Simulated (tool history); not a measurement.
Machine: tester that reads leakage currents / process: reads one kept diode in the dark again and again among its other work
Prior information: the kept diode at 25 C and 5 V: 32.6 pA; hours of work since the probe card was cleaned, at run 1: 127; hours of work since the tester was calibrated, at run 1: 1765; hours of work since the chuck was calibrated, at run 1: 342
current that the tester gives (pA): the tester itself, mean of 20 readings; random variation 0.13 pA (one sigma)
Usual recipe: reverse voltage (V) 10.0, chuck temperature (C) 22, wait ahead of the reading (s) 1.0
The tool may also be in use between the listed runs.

run    hour  reverse voltage (V)  chuck temperature (C)  wait ahead of the reading (s)  hours of work since the probe card was cleaned  hours of work since the tester was calibrated  hours of work since the chuck was calibrated  current that the tester gives (pA)
  1     0.0                 10.0                     22                            1.0                                             127                                           1765                                           342                               45.41
  2   150.5                 10.0                     22                            1.0                                             235                                           1872                                           449                               48.63
  3   313.0                 10.0                     22                            0.3                                             351                                           1989                                           566                               56.64
  4   391.3                 11.2                     22                            1.0                                             407                                           2045                                           622                               57.49
  5   469.5                  1.3                     22                            1.0                                             463                                           2101                                           678                               15.73
  6   611.2                  2.3                     22                            1.0                                             565                                           2202                                           779                               22.84
      735.5  -- chuck's temperature calibrated
  7   748.0                  2.6                     22                            1.0                                             661                                           2299                                             9                               23.94
  8   839.5                  2.6                     22                            1.0                                             727                                           2364                                            74                               24.59
  9   983.7                 10.0                     22                            1.0                                             830                                           2467                                           178                               63.06
 10  1125.8                 10.0                     22                            1.0                                             932                                           2569                                           279                               65.89
 11  1239.8                 10.0                     22                            1.0                                            1013                                           2651                                           361                               68.38
     1369.0  -- probe card cleaned and baked
 12  1369.0                 10.0                     22                            1.0                                               0                                           2741                                           451                               40.52
 13  1517.6                 10.0                     23                            1.0                                             106                                           2847                                           558                               46.63
 14  1689.9                 10.0                     23                            1.0                                             230                                           2971                                           681                               50.17

Run 15 comes next. What will it give?
 15  1800.9                 10.0                     21                            1.0                                             309                                           3050                                           761                                   ?

Run 15 measured current that the tester gives (pA) 46.56.
Take away the tool's hidden state, keep the run-to-run variation as it was, and the same run would have given current that the tester gives (pA) 36.88.

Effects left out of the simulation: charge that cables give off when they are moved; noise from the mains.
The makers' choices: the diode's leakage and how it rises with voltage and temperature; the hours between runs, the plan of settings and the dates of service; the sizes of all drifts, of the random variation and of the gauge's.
